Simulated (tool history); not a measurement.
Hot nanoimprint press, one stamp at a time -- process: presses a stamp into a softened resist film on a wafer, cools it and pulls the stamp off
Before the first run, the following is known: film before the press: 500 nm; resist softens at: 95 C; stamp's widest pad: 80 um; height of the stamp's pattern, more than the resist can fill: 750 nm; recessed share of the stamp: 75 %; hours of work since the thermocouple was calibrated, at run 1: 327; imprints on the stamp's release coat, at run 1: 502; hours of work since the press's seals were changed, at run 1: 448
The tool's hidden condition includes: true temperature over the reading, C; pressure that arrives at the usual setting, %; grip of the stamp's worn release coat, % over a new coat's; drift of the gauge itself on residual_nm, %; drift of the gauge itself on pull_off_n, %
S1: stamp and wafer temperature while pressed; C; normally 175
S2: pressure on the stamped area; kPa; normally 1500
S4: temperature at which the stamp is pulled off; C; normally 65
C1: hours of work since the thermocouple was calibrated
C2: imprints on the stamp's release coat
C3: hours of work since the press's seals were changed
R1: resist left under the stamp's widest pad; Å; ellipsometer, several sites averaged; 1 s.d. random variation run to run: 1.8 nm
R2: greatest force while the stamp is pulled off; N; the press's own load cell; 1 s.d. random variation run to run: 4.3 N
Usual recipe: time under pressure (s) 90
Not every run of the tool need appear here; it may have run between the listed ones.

{"run": 1, "hour": 0.0, "S1": 175, "S2": 1500, "time under pressure (s)": 90, "S4": 65, "C1": 327, "C2": 502, "C3": 448, "R1": 2894, "R2": 226}
{"run": 2, "hour": 28.7, "S1": 175, "S2": 1500, "time under pressure (s)": 90, "S4": 65, "C1": 347, "C2": 585, "C3": 468, "R1": 2933, "R2": 237}
{"hour": 60.6, "done": "stamp cleaned and given a new release coat"}
{"run": 3, "hour": 90.4, "S1": 175, "S2": 1500, "time under pressure (s)": 90, "S4": 65, "C1": 387, "C2": 86, "C3": 508, "R1": 2887, "R2": 228}
{"run": 4, "hour": 140.9, "S1": 175, "S2": 1500, "time under pressure (s)": 90, "S4": 65, "C1": 423, "C2": 231, "C3": 544, "R1": 2901, "R2": 232}
{"run": 5, "hour": 188.9, "S1": 175, "S2": 1500, "time under pressure (s)": 90, "S4": 65, "C1": 457, "C2": 368, "C3": 578, "R1": 2897, "R2": 233}
{"run": 6, "hour": 245.3, "S1": 175, "S2": 1500, "time under pressure (s)": 90, "S4": 65, "C1": 497, "C2": 530, "C3": 618, "R1": 2906, "R2": 230}
{"hour": 255.8, "done": "plate thermocouple calibrated"}
{"hour": 297.8, "done": "stamp cleaned and given a new release coat"}
{"run": 7, "hour": 302.3, "S1": 175, "S2": 1500, "time under pressure (s)": 90, "S4": 65, "C1": 29, "C2": 13, "C3": 652, "R1": 2924, "R2": 231}
{"run": 8, "hour": 356.9, "S1": 179, "S2": 1500, "time under pressure (s)": 90, "S4": 65, "C1": 68, "C2": 170, "C3": 691, "R1": 2501, "R2": 241}
{"run": 9, "hour": 395.1, "S1": 175, "S2": 1500, "time under pressure (s)": 159, "S4": 65, "C1": 95, "C2": 280, "C3": 718, "R1": 2411, "R2": 225}
{"run": 10, "hour": 455.3, "S1": 175, "S2": 1500, "time under pressure (s)": 159, "S4": 65, "C1": 138, "C2": 453, "C3": 761, "R1": 2392, "R2": 234}
{"run": 11, "hour": 498.4, "S1": 175, "S2": 1500, "time under pressure (s)": 90, "S4": 65, "C1": 168, "C2": 576, "C3": 792, "R1": 2917, "R2": 230}
{"hour": 533.2, "done": "stamp cleaned and given a new release coat"}
{"run": 12, "hour": 552.8, "S1": 175, "S2": 1500, "time under pressure (s)": 90, "S4": 55, "C1": 203, "C2": 56, "C3": 826, "R1": 2958, "R2": 296}
{"run": 13, "hour": 585.6, "S1": 175, "S2": 1500, "time under pressure (s)": 90, "S4": 55, "C1": 226, "C2": 151, "C3": 850, "R1": 2913, "R2": 283}
{"run": 14, "hour": 629.6, "S1": 175, "S2": 1500, "time under pressure (s)": 56, "S4": 65, "C1": 257, "C2": 277, "C3": 881, "R1": 3378, "R2": 228}
{"run": 15, "hour": 655.3, "S1": 175, "S2": 1500, "time under pressure (s)": 85, "S4": 65, "C1": 276, "C2": 351, "C3": 899, "R1": 2996, "R2": 231}
{"run": 16, "hour": 689.1, "S1": 176, "S2": 940, "time under pressure (s)": 60, "S4": 53, "C1": 300, "C2": 448, "C3": 923, "R1": 3596, "R2": 308}
{"run": 17, "hour": 734.9, "S1": 175, "S2": 1500, "time under pressure (s)": 90, "S4": 56, "C1": 332, "C2": 579, "C3": 956, "R1": 2938, "R2": 291}
{"hour": 770.1, "done": "stamp cleaned and given a new release coat"}
{"run": 18, "hour": 796.7, "S1": 185, "S2": 1500, "time under pressure (s)": 126, "S4": 63, "C1": 372, "C2": 76, "C3": 995, "R1": 1654, "R2": 239}
{"run": 19, "hour": 858.0, "S1": 185, "S2": 1500, "time under pressure (s)": 90, "S4": 65, "C1": 415, "C2": 252, "C3": 1039, "R1": 1917, "R2": 232}
{"run": 20, "hour": 893.7, "S1": 166, "S2": 2020, "time under pressure (s)": 47, "S4": 65, "C1": 441, "C2": 355, "C3": 1064, "R1": 4199, "R2": 234}
{"run": 21, "hour": 922.4, "S1": 186, "S2": 920, "time under pressure (s)": 88, "S4": 60, "C1": 461, "C2": 437, "C3": 1085, "R1": 2302, "R2": 266}
{"run": 22, "hour": 948.1, "S1": 170, "S2": 1500, "time under pressure (s)": 90, "S4": 69, "C1": 479, "C2": 511, "C3": 1103, "R1": 3495, "R2": 206}
{"hour": 982.7, "done": "plate thermocouple calibrated"}
{"run": 23, "hour": 982.7, "S1": 170, "S2": 1500, "time under pressure (s)": 90, "S4": 69, "C1": 0, "C2": 602, "C3": 1126, "R1": 3506, "R2": 215}
{"hour": 1010.5, "done": "stamp cleaned and given a new release coat"}
{"run": 24, "hour": 1021.2, "S1": 178, "S2": 1070, "time under pressure (s)": 90, "S4": 55, "C1": 23, "C2": 30, "C3": 1149, "R1": 2931, "R2": 293}
{"run": 25, "hour": 1055.0, "S1": 178, "S2": 1070, "time under pressure (s)": 90, "S4": 55, "C1": 47, "C2": 127, "C3": 1173, "R1": 2903, "R2": 295}
{"run": 26, "hour": 1107.8, "S1": 178, "S2": 1070, "time under pressure (s)": 90, "S4": 55, "C1": 85, "C2": 279, "C3": 1210, "R1": 2914, "R2": 296}
{"hour": 1132.4, "done": "press's hydraulic seals changed and the load cell set to zero"}
{"run": 27, "hour": 1142.5, "S1": 178, "S2": 1070, "time under pressure (s)": 90, "S4": 55, "C1": 104, "C2": 356, "C3": 7, "R1": 2946, "R2": 298}
{"run": 28, "hour": 1191.8, "S1": 175, "S2": 1730, "time under pressure (s)": 154, "S4": 55, "C1": 139, "C2": 497, "C3": 42, "R1": 2299, "R2": 298}
{"run": 29, "hour": 1233.1, "S1": 181, "S2": 1500, "time under pressure (s)": 90, "S4": 65, "C1": 168, "C2": 616, "C3": 72, "R1": 2279, "R2": 237}
{"hour": 1252.7, "done": "stamp cleaned and given a new release coat"}
{"run": 30, "hour": 1286.5, "S1": 184, "S2": 1500, "time under pressure (s)": 90, "S4": 65, "C1": 202, "C2": 97, "C3": 105, "R1": 1990, "R2": 229}

How the hidden state differs across the entries between the runs, from the last listed run before each to the first after it:
Between runs 2 and 3: stamp cleaned and given a new release coat (hour 60.6)
  true temperature over the reading, C: 0.09 -> 0.1; pressure that arrives at the usual setting, %: 99.78 -> 99.76; grip of the stamp's worn release coat, % over a new coat's: 1.1 -> 0.2
Between runs 6 and 7: plate thermocouple calibrated (hour 255.8); stamp cleaned and given a new release coat (hour 297.8)
  true temperature over the reading, C: 0.13 -> -0.01; pressure that arrives at the usual setting, %: 99.7 -> 99.68; grip of the stamp's worn release coat, % over a new coat's: 1 -> 0
Between runs 11 and 12: stamp cleaned and given a new release coat (hour 533.2)
  true temperature over the reading, C: 0.02 -> 0.03; pressure that arrives at the usual setting, %: 99.62 -> 99.6; grip of the stamp's worn release coat, % over a new coat's: 1.1 -> 0.1
Between runs 17 and 18: stamp cleaned and given a new release coat (hour 770.1)
  true temperature over the reading, C: 0.07 -> 0.08; pressure that arrives at the usual setting, %: 99.53 -> 99.51; grip of the stamp's worn release coat, % over a new coat's: 1.1 -> 0.1
Between runs 22 and 23: plate thermocouple calibrated (hour 982.7)
  true temperature over the reading, C: 0.11 -> 0.01; pressure that arrives at the usual setting, %: 99.46 -> 99.45; grip of the stamp's worn release coat, % over a new coat's: 0.9 -> 1.1
Between runs 23 and 24: stamp cleaned and given a new release coat (hour 1010.5)
  pressure that arrives at the usual setting, %: 99.45 -> 99.44; grip of the stamp's worn release coat, % over a new coat's: 1.1 -> 0.1
Between runs 26 and 27: press's hydraulic seals changed and the load cell set to zero (hour 1132.4)
  pressure that arrives at the usual setting, %: 99.41 -> 100.02; grip of the stamp's worn release coat, % over a new coat's: 0.5 -> 0.6
Between runs 29 and 30: stamp cleaned and given a new release coat (hour 1252.7)
  true temperature over the reading, C: 0.05 -> 0.06; pressure that arrives at the usual setting, %: 99.99 -> 99.97; grip of the stamp's worn release coat, % over a new coat's: 1.1 -> 0.2
